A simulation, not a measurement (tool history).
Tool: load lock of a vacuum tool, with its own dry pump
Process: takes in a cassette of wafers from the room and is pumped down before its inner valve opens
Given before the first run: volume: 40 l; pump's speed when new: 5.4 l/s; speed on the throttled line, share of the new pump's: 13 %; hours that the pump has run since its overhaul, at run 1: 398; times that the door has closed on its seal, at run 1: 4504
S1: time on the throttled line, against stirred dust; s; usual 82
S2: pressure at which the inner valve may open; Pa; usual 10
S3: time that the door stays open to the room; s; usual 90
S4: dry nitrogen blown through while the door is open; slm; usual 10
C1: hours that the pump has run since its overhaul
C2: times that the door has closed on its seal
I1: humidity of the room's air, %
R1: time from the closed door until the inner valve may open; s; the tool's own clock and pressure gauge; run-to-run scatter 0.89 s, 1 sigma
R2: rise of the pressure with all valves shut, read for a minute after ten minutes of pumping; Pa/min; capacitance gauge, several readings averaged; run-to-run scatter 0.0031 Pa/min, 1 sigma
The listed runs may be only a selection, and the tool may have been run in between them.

Run 1, hour 0: usual settings; C1 398; C2 4504; I1 42.7. Result: R1 140.5 s, R2 0.065 Pa/min.
Run 2, hour 109.4: usual settings; C1 508; C2 5049; I1 46.4. Result: R1 141.6 s, R2 0.081 Pa/min.
Run 3, hour 187.7: usual settings; C1 586; C2 5438; I1 43.8. Result: R1 141.5 s, R2 0.071 Pa/min.
Run 4, hour 301.2: usual settings; C1 699; C2 6003; I1 46.6. Result: R1 140.9 s, R2 0.08 Pa/min.
Run 5, hour 388.3: usual settings; C1 786; C2 6437; I1 44.6. Result: R1 142.1 s, R2 0.075 Pa/min.
Run 6, hour 449.7: usual settings; C1 848; C2 6743; I1 44.9. Result: R1 141 s, R2 0.076 Pa/min.
Run 7, hour 529.8: usual settings; C1 928; C2 7142; I1 47.6. Result: R1 141.2 s, R2 0.08 Pa/min.
Run 8, hour 599.4: usual settings but S1 58 s; C1 998; C2 7488; I1 39.8. Result: R1 121.1 s, R2 0.078 Pa/min.
Run 9, hour 711.7: usual settings but S1 58 s; C1 1110; C2 8047; I1 47.2. Result: R1 121.1 s, R2 0.082 Pa/min.
Run 10, hour 806.6: usual settings but S1 58 s; C1 1205; C2 8520; I1 47.7. Result: R1 120.7 s, R2 0.085 Pa/min.
Run 11, hour 900.1: usual settings but S1 56 s; C1 1298; C2 8986; I1 43.6. Result: R1 118 s, R2 0.082 Pa/min.
Run 12, hour 970.7: usual settings but S1 56 s; C1 1369; C2 9337; I1 44.1. Result: R1 118.7 s, R2 0.09 Pa/min.
Run 13, hour 1036.4: usual settings but S3 30 s; C1 1435; C2 9664; I1 45.1. Result: R1 141.1 s, R2 0.065 Pa/min.
Run 14, hour 1098.1: usual settings but S2 20 Pa, S3 30 s, S4 5 slm; C1 1496; C2 9971; I1 44.9. Result: R1 135.8 s, R2 0.069 Pa/min.
Run 15, hour 1157.5: usual settings but S2 20 Pa, S3 30 s, S4 5 slm; C1 1556; C2 10267; I1 47.5. Result: R1 135.1 s, R2 0.072 Pa/min.
Run 16, hour 1269.3: usual settings but S1 79 s, S2 20 Pa, S3 161 s, S4 38 slm; C1 1667; C2 10824; I1 43.6. Result: R1 134.1 s, R2 0.076 Pa/min.
Run 17, hour 1379.7: usual settings but S1 78 s, S2 9 Pa, S3 161 s, S4 28 slm; C1 1778; C2 11373; I1 44.8. Result: R1 139.4 s, R2 0.092 Pa/min.
Run 18, hour 1480.7: usual settings but S1 78 s, S2 9 Pa, S3 161 s, S4 28 slm; C1 1879; C2 11876; I1 45.7. Result: R1 139.3 s, R2 0.093 Pa/min.
Run 19, hour 1559: usual settings but S1 68 s, S2 16 Pa, S4 9 slm; C1 1957; C2 12266; I1 43.9. Result: R1 126 s, R2 0.091 Pa/min.
Run 20, hour 1665: usual settings but S1 64 s, S3 43 s, S4 24 slm; C1 2063; C2 12794; I1 43.5. Result: R1 125.9 s, R2 0.06 Pa/min.
Run 21, hour 1734.4: usual settings but S2 13 Pa; C1 2133; C2 13140; I1 46.2. Result: R1 139.6 s, R2 0.096 Pa/min.
Run 22, hour 1798.3: usual settings but S3 123 s, S4 11 slm; C1 2197; C2 13458; I1 47.4. Result: R1 142.8 s, R2 0.108 Pa/min.
Run 23, hour 1877.9: usual settings but S2 18 Pa, S3 33 s, S4 34 slm; C1 2276; C2 13854; I1 43.9. Result: R1 138.5 s, R2 0.06 Pa/min.

Here are 5 independent what-if runs from the current tool condition. What would each one return?
Run A, hour 1982.9: usual settings but S2 17 Pa, S3 33 s, S4 34 slm; C1 2381; C2 14377; I1 46.2. Result: R1 ?, R2 ?.
Run B, hour 1982.9: usual settings but S1 45 s, S2 18 Pa, S3 64 s, S4 34 slm; C1 2381; C2 14377; I1 44.8. Result: R1 ?, R2 ?.
Run C, hour 1982.9: usual settings but S1 70 s, S2 18 Pa, S3 33 s, S4 34 slm; C1 2381; C2 14377; I1 43.6. Result: R1 ?, R2 ?.
Run D, hour 1982.9: usual settings but S2 17 Pa, S3 129 s; C1 2381; C2 14377; I1 43.4. Result: R1 ?, R2 ?.
Run E, hour 1982.9: usual settings but S4 6 slm; C1 2381; C2 14377; I1 44.2. Result: R1 ?, R2 ?.

run     R1     R2
  A    138  0.066
  B  105.5  0.071
  C  126.8  0.059
  D  136.4  0.113
  E  142.5    0.1
With the hidden condition removed and each run's random variation left untouched, the same runs would have given:
run     R1     R2
  A  135.8  0.029
  B  103.1  0.034
  C  124.6  0.022
  D  134.2  0.076
  E  140.1  0.064
